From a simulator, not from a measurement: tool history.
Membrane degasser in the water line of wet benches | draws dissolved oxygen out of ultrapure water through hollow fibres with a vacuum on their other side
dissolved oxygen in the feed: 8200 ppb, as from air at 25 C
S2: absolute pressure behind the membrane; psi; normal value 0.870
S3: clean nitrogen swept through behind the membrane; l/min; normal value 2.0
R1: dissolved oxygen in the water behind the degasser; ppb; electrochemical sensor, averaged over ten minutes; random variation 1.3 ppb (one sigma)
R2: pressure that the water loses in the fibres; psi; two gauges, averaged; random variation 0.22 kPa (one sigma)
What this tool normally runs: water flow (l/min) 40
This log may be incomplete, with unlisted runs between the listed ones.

run 1 hour=0.0 | water_flow_(l/min)=40 S2=0.870 S3=2.0 | R1=146.4 R2=7.806
run 2 hour=26.8 | water_flow_(l/min)=40 S2=0.870 S3=2.0 | R1=144.8 R2=7.786
run 3 hour=69.4 | water_flow_(l/min)=40 S2=0.870 S3=2.0 | R1=148.2 R2=7.791
run 4 hour=107.5 | water_flow_(l/min)=40 S2=0.870 S3=2.0 | R1=146.2 R2=7.773
run 5 hour=149.5 | water_flow_(l/min)=40 S2=0.870 S3=2.0 | R1=146.0 R2=7.761
run 6 hour=202.4 | water_flow_(l/min)=42 S2=0.870 S3=2.0 | R1=151.2 R2=8.167
run 7 hour=229.8 | water_flow_(l/min)=42 S2=0.870 S3=2.0 | R1=150.5 R2=8.212
run 8 hour=267.4 | water_flow_(l/min)=42 S2=0.870 S3=2.0 | R1=154.4 R2=8.234
run 9 hour=308.4 | water_flow_(l/min)=40 S2=1.429 S3=2.0 | R1=313.7 R2=7.803
run 10 hour=364.2 | water_flow_(l/min)=40 S2=1.429 S3=2.0 | R1=311.4 R2=7.842
run 11 hour=395.9 | water_flow_(l/min)=40 S2=1.429 S3=2.0 | R1=310.2 R2=7.789
run 12 hour=448.8 | water_flow_(l/min)=40 S2=1.429 S3=2.0 | R1=305.9 R2=7.883
run 13 hour=505.2 | water_flow_(l/min)=40 S2=1.429 S3=2.0 | R1=310.3 R2=7.802
-- hour=508.3 vacuum gauge calibrated
run 14 hour=549.2 | water_flow_(l/min)=31 S2=1.429 S3=2.0 | R1=255.5 R2=6.042
run 15 hour=594.1 | water_flow_(l/min)=31 S2=1.429 S3=2.0 | R1=250.3 R2=6.050
run 16 hour=643.8 | water_flow_(l/min)=31 S2=1.429 S3=2.0 | R1=250.9 R2=6.013

Run 17 has not been measured yet. What should we expect?
run 17 hour=686.9 | water_flow_(l/min)=40 S2=1.215 S3=2.2 | R1=? R2=?

Run 17 produced R1 236.6 ppb, R2 7.777 psi.
With the hidden condition absent and the run-to-run variation left alone, this run would have shown R1 214.8 ppb, R2 7.702 psi.

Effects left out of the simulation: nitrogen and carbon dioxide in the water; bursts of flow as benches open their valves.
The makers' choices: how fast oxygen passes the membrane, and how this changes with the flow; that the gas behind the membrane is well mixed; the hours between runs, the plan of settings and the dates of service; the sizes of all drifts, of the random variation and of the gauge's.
